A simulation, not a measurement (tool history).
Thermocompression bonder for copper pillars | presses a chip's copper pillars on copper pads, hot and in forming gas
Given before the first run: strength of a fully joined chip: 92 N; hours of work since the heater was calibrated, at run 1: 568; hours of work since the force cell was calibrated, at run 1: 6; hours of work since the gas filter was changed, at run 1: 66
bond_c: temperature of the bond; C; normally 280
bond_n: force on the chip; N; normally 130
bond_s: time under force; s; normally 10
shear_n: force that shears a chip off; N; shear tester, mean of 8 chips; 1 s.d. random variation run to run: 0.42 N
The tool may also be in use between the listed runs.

run	hour	bond_c	bond_n	bond_s	hours of work since the heater was calibrated	hours of work since the force cell was calibrated	hours of work since the gas filter was changed	shear_n
1	0	280	130	10	568	6	66	61.2
2	13.9	280	130	10	575	13	73	61.2
3	23.1	280	130	10	580	17	77	61
4	36.1	280	130	10	586	24	84	59.7
5	49.1	303	130	10	592	30	90	71.8
# hour 52: force cell calibrated
6	57.5	271	155	10	596	3	93	62.7
7	66.4	256	114	5	600	7	98	32.1
8	73.6	299	130	8	604	11	101	66.7
9	88.3	265	130	29	611	18	109	69
10	101.8	280	117	6	618	25	115	47

Here are 3 independent what-if runs from the current tool condition. What would each one return?
A	115.6	288	130	18	624	31	122	?
B	115.6	287	130	10	624	31	122	?
C	115.6	291	130	10	624	31	122	?

run	shear_n
A	72.7
B	63.3
C	65.3
With no hidden state in the tool, these same runs would have given:
run	shear_n
A	78.3
B	69.1
C	71
